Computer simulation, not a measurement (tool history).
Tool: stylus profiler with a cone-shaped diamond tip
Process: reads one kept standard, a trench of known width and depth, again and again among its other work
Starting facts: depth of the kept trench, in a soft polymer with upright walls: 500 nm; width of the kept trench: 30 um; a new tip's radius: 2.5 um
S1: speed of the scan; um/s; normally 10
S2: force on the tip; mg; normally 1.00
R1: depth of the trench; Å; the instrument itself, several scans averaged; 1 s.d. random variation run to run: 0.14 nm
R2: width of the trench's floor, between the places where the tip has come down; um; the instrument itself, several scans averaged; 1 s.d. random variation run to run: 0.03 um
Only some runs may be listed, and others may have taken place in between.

run,hour,S1,S2,R1,R2
1,0.0,10,1.00,5042.7,26.68
2,19.6,10,1.00,5046.2,26.65
3,40.9,10,1.00,5047.1,26.63
4,67.5,10,1.12,5048.3,26.65
5,98.5,10,1.12,5051.6,26.68
6,119.3,4,1.12,5053.3,26.72
7,135.7,4,1.12,5051.4,26.66
8,150.2,4,1.12,5049.7,26.63
9,167.4,10,1.00,5046.2,26.63
10,187.7,10,1.00,5049.2,26.65
11,217.4,10,1.00,5049.4,26.62
12,238.9,9,1.00,5047.2,26.62
13,263.5,9,1.00,5048.4,26.65
14,279.3,3,1.00,5048.1,26.63
15,306.0,3,1.00,5049.1,26.64
16,319.8,10,1.00,5049.8,26.56
17,338.1,10,1.00,5049.0,26.63
18,365.8,10,1.00,5050.8,26.54
19,392.8,10,1.00,5051.4,26.50
20,419.4,12,1.00,5048.5,26.50
21,448.9,12,1.00,5052.1,26.57
22,464.8,12,1.00,5050.5,26.52
23,496.3,21,0.71,5042.4,26.41
24,514.5,21,0.71,5043.5,26.45
25,533.2,2,0.84,5047.6,26.60
26,551.2,2,1.77,5068.9,26.56
27,570.1,19,0.90,5049.6,26.40
28,585.5,9,1.09,5051.6,26.51
29,613.0,17,0.41,5035.6,26.40
30,638.7,17,0.41,5034.1,26.40
31,656.1,17,0.41,5036.8,26.39
32,680.7,17,0.41,5035.5,26.35
33,708.1,17,1.37,5062.2,26.48
34,728.6,17,1.37,5060.1,26.45
35,759.7,3,2.10,5076.9,26.59
36,775.8,12,0.38,5034.9,26.32
37,802.9,6,0.90,5051.0,26.50
38,817.9,12,0.43,5039.3,26.38
39,832.0,12,0.43,5040.9,26.40
40,863.0,12,0.43,5039.1,26.43

Forecast each of these 4 alternatives for the next run:
A,876.2,3,1.00,?,?
B,876.2,17,0.43,?,?
C,876.2,23,2.74,?,?
D,876.2,13,0.43,?,?

run,R1,R2
A,5052.9,26.51
B,5039.9,26.29
C,5089.6,26.44
D,5036.8,26.40
Without the tool's unlogged condition, the same runs would have read:
run,R1,R2
A,5034.4,26.99
B,5021.6,26.77
C,5071.0,26.92
D,5018.4,26.87
